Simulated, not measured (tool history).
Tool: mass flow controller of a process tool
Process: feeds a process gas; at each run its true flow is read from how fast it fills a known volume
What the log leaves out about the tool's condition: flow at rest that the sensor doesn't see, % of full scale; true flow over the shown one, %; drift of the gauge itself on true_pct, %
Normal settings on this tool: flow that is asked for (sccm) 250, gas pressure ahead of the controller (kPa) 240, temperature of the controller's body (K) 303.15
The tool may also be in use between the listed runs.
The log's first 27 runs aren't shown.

| run | hour | flow that is asked for (sccm) | gas pressure ahead of the controller (kPa) | temperature of the controller's body (K) | hours of work since the controller was set to zero | hours of work since the controller was changed | true flow (%) |
|---|---|---|---|---|---|---|---|
| 28 | 5414.6 | 135 | 240 | 308.15 | 5751 | 5751 | 99.19 |
| 29 | 5646.7 | 99 | 180 | 301.15 | 5911 | 5911 | 98.16 |
| 30 | 5822.6 | 99 | 180 | 301.15 | 6033 | 6033 | 98.33 |
| 31 | 6064.1 | 126 | 240 | 303.15 | 6201 | 6201 | 99.01 |
| 32 | 6276.5 | 99 | 240 | 303.15 | 6348 | 6348 | 98.79 |
| 33 | 6552.5 | 132 | 178 | 303.15 | 6539 | 6539 | 99.13 |
| 34 | 6718.0 | 132 | 178 | 303.15 | 6654 | 6654 | 99.05 |
| 35 | 6946.2 | 132 | 178 | 303.15 | 6812 | 6812 | 99.23 |
| 36 | 7102.5 | 66 | 244 | 303.15 | 6920 | 6920 | 98.74 |
| 37 | 7287.4 | 452 | 217 | 303.15 | 7048 | 7048 | 101.72 |
| 38 | 7543.6 | 452 | 217 | 303.15 | 7225 | 7225 | 101.91 |
|  | 7580.8 | controller's zero set anew |
| 39 | 7803.4 | 452 | 217 | 303.15 | 154 | 7405 | 101.91 |
| 40 | 8020.3 | 452 | 217 | 303.15 | 304 | 7555 | 101.80 |
| 41 | 8290.5 | 173 | 179 | 303.15 | 492 | 7742 | 100.08 |
| 42 | 8580.3 | 250 | 240 | 311.15 | 692 | 7943 | 101.70 |
| 43 | 8748.2 | 250 | 240 | 305.15 | 809 | 8059 | 101.05 |
| 44 | 8953.1 | 250 | 240 | 305.15 | 951 | 8201 | 101.34 |

3 options for the next run, each taken on its own from the tool as it stands now. Forecast them:
| A | 9135.1 | 219 | 240 | 299.15 | 1077 | 8327 | ? |
| B | 9135.1 | 110 | 240 | 294.15 | 1077 | 8327 | ? |
| C | 9135.1 | 250 | 154 | 294.15 | 1077 | 8327 | ? |

| run | true flow (%) |
|---|---|
| A | 100.55 |
| B | 99.23 |
| C | 100.04 |
Stripped of hidden state, with their random variation kept, the same runs would have yielded:
| run | true flow (%) |
|---|---|
| A | 98.27 |
| B | 96.98 |
| C | 97.77 |

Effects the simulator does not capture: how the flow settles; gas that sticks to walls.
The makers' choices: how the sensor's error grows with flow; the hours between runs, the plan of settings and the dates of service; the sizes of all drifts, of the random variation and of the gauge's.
